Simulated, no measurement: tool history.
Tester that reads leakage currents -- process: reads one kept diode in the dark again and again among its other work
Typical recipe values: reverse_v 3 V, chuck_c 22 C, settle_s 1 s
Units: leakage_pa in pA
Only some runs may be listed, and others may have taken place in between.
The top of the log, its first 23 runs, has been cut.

run,hour,reverse_v,chuck_c,settle_s,leakage_pa
24,2011.5,1.5,22,1,77.89
25,2142.2,1.5,22,1,78.35
26,2232,1.5,34,8.84,225.32
27,2318.7,1.5,48,1,699.09
28,2417.3,3.37,33,0.34,287.95
29,2480.4,2.24,48,0.4,820.76
30,2551.4,13.84,41,0.53,973.57
31,2609.6,3.59,45,1,786.18
32,2668.2,4.47,40,2.49,574.76
33,2786.1,4.47,40,3.87,574.12
34,2849.2,3,57,1,1816.52
# hour 2893.3: chuck's temperature calibrated
35,2965.2,4.62,57,1.2,2066.48
36,3077.5,4.62,21,10,107.65
37,3206.2,5.28,21,10,114.15
38,3317.4,11.32,40,3.37,795.31
# hour 3365.8: probe card cleaned and baked
39,3408.3,11.86,37,2.41,627.46
40,3467.2,11.86,37,2.41,627.96
41,3554.7,17.5,22,1.84,199.12

Alternative continuations, all from the tool just after run 41; predict every row:
A,3665.5,10.22,24,2.26,?
B,3665.5,17.5,22,3.95,?
C,3665.5,17.5,29,1.84,?

run,leakage_pa
A,192.61
B,199.78
C,372.31
Without the tool's unlogged condition, the same runs would have read:
run,leakage_pa
A,191.53
B,198.06
C,370.49

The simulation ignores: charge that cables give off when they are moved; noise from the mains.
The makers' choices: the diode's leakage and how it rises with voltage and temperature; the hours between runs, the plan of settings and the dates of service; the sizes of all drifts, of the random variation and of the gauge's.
